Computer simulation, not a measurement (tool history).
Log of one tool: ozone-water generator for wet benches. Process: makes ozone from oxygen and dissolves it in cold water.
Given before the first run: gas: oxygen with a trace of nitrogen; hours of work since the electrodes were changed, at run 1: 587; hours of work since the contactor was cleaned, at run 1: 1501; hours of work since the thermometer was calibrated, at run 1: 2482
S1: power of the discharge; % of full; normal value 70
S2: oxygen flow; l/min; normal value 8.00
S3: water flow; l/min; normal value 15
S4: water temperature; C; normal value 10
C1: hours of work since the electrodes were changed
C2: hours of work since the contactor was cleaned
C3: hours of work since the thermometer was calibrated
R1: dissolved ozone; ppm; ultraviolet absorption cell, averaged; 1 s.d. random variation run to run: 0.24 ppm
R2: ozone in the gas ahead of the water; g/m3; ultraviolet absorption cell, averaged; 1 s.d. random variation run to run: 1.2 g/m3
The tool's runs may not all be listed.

run	hour	S1	S2	S3	S4	C1	C2	C3	R1	R2
1	0.0	70	8.00	15	10	587	1501	2482	35.3	227.5
2	22.6	70	8.00	15	10	603	1517	2499	35.4	228.6
3	74.1	70	8.00	15	10	641	1555	2537	35.1	226.7
4	112.4	70	8.00	15	10	669	1584	2565	35.3	227.0
5	152.8	70	8.00	10	10	699	1613	2595	46.2	226.5
6	191.7	70	8.00	10	10	728	1642	2623	46.8	225.6
7	244.9	70	8.00	15	10	767	1681	2663	35.8	226.3
8	278.7	70	8.00	15	10	792	1706	2687	35.7	225.0
9	326.3	70	8.00	15	11	827	1741	2722	35.1	228.4
10	362.3	70	8.00	15	11	853	1767	2749	34.9	227.5
11	399.0	70	8.00	15	10	880	1794	2776	35.5	225.5
12	439.3	70	8.00	15	10	910	1824	2806	35.5	226.0
13	475.8	70	8.00	13	10	937	1851	2832	39.3	226.3
14	498.1	70	8.00	15	10	953	1867	2849	35.8	229.7
15	536.2	70	8.00	15	10	981	1895	2877	35.4	225.8
16	586.3	70	8.00	15	12	1018	1932	2914	34.6	227.0
17	619.8	70	8.00	15	12	1043	1957	2938	34.0	227.7
18	668.0	59	10.70	16	14	1078	1992	2974	26.3	170.8
19	716.4	52	8.00	15	9	1114	2028	3010	28.9	181.6
20	745.0	52	10.41	15	9	1135	2049	3031	27.7	155.7
21	772.0	89	5.60	15	6	1155	2069	3050	46.1	331.6
22	811.4	89	5.60	15	6	1184	2098	3079	46.1	332.7
23	853.3	70	4.98	18	12	1215	2129	3110	30.3	295.7
24	883.6	65	8.00	15	10	1237	2151	3133	33.7	212.8
25	922.3	50	7.49	15	10	1265	2180	3161	27.6	182.8
26	971.1	50	6.92	15	10	1301	2215	3197	27.8	191.8
27	1002.7	50	6.92	15	10	1325	2239	3220	27.9	192.6
28	1046.1	50	6.92	15	10	1357	2271	3252	27.8	190.7
29	1070.0	50	6.92	15	10	1374	2288	3270	27.8	192.6

5 ways to go on from here, each from the tool as it stands after run 29. What would each give?
A	1120.0	48	11.91	15	13	1411	2325	3307	?	?
B	1120.0	89	6.92	13	10	1411	2325	3307	?	?
C	1120.0	50	6.92	24	10	1411	2325	3307	?	?
D	1120.0	60	6.92	10	10	1411	2325	3307	?	?
E	1120.0	93	5.30	15	10	1411	2325	3307	?	?

run	R1	R2
A	23.4	138.2
B	48.0	295.1
C	18.8	192.0
D	42.7	221.1
E	45.5	355.7
Stripped of hidden state, with their random variation kept, the same runs would have yielded:
run	R1	R2
A	23.4	138.3
B	48.0	295.2
C	18.8	192.0
D	42.7	221.1
E	45.5	355.8
